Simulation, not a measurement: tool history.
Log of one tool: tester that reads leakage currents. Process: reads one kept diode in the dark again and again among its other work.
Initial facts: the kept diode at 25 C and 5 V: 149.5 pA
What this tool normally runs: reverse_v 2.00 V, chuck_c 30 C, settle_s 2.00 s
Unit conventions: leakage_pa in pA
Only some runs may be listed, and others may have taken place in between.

run 1 day=0.000 | reverse_v=2.00 chuck_c=30 settle_s=2.00 | leakage_pa=159.99
run 2 day=2.129 | reverse_v=2.00 chuck_c=30 settle_s=2.00 | leakage_pa=160.48
run 3 day=4.104 | reverse_v=2.00 chuck_c=44 settle_s=2.00 | leakage_pa=420.44
run 4 day=5.600 | reverse_v=2.00 chuck_c=44 settle_s=2.00 | leakage_pa=418.11
run 5 day=7.179 | reverse_v=2.00 chuck_c=44 settle_s=2.00 | leakage_pa=417.85
run 6 day=8.288 | reverse_v=2.00 chuck_c=44 settle_s=2.00 | leakage_pa=419.29
run 7 day=10.038 | reverse_v=2.00 chuck_c=44 settle_s=2.00 | leakage_pa=417.81
run 8 day=11.679 | reverse_v=2.00 chuck_c=44 settle_s=2.00 | leakage_pa=418.19
run 9 day=13.146 | reverse_v=2.00 chuck_c=44 settle_s=2.00 | leakage_pa=416.43
run 10 day=14.254 | reverse_v=2.00 chuck_c=44 settle_s=2.00 | leakage_pa=417.90
run 11 day=16.292 | reverse_v=2.00 chuck_c=44 settle_s=2.00 | leakage_pa=417.49
run 12 day=17.392 | reverse_v=2.00 chuck_c=44 settle_s=2.00 | leakage_pa=416.29
run 13 day=18.296 | reverse_v=2.00 chuck_c=30 settle_s=2.00 | leakage_pa=159.98
run 14 day=19.850 | reverse_v=2.00 chuck_c=30 settle_s=2.00 | leakage_pa=159.64
run 15 day=21.754 | reverse_v=2.00 chuck_c=30 settle_s=2.00 | leakage_pa=160.48
run 16 day=23.333 | reverse_v=2.86 chuck_c=55 settle_s=2.00 | leakage_pa=949.69
run 17 day=25.425 | reverse_v=1.09 chuck_c=27 settle_s=4.42 | leakage_pa=103.96
run 18 day=26.717 | reverse_v=1.09 chuck_c=27 settle_s=4.42 | leakage_pa=103.77
run 19 day=28.467 | reverse_v=2.95 chuck_c=48 settle_s=8.47 | leakage_pa=616.22
run 20 day=29.779 | reverse_v=2.95 chuck_c=38 settle_s=0.41 | leakage_pa=319.31
run 21 day=30.904 | reverse_v=5.96 chuck_c=46 settle_s=1.03 | leakage_pa=690.63
run 22 day=31.971 | reverse_v=5.96 chuck_c=46 settle_s=1.03 | leakage_pa=689.78
run 23 day=33.088 | reverse_v=7.71 chuck_c=40 settle_s=0.46 | leakage_pa=514.36
run 24 day=34.271 | reverse_v=2.00 chuck_c=57 settle_s=3.88 | leakage_pa=951.74
run 25 day=35.862 | reverse_v=2.00 chuck_c=57 settle_s=3.88 | leakage_pa=952.46
run 26 day=36.825 | reverse_v=2.00 chuck_c=57 settle_s=3.88 | leakage_pa=950.00
run 27 day=38.996 | reverse_v=5.11 chuck_c=44 settle_s=3.05 | leakage_pa=570.28
run 28 day=40.758 | reverse_v=5.11 chuck_c=44 settle_s=3.05 | leakage_pa=570.42
run 29 day=42.554 | reverse_v=6.33 chuck_c=46 settle_s=0.35 | leakage_pa=709.41

Alternative continuations, all from the tool just after run 29; predict every row:
run A day=44.546 | reverse_v=2.00 chuck_c=30 settle_s=0.97 | leakage_pa=?
run B day=44.546 | reverse_v=3.05 chuck_c=48 settle_s=3.04 | leakage_pa=?
run C day=44.546 | reverse_v=6.64 chuck_c=39 settle_s=3.06 | leakage_pa=?

run=A leakage_pa=159.30
run=B leakage_pa=620.53
run=C leakage_pa=452.93
What these runs would have given with no unlogged condition in the tool:
run=A leakage_pa=160.43
run=B leakage_pa=633.46
run=C leakage_pa=452.82
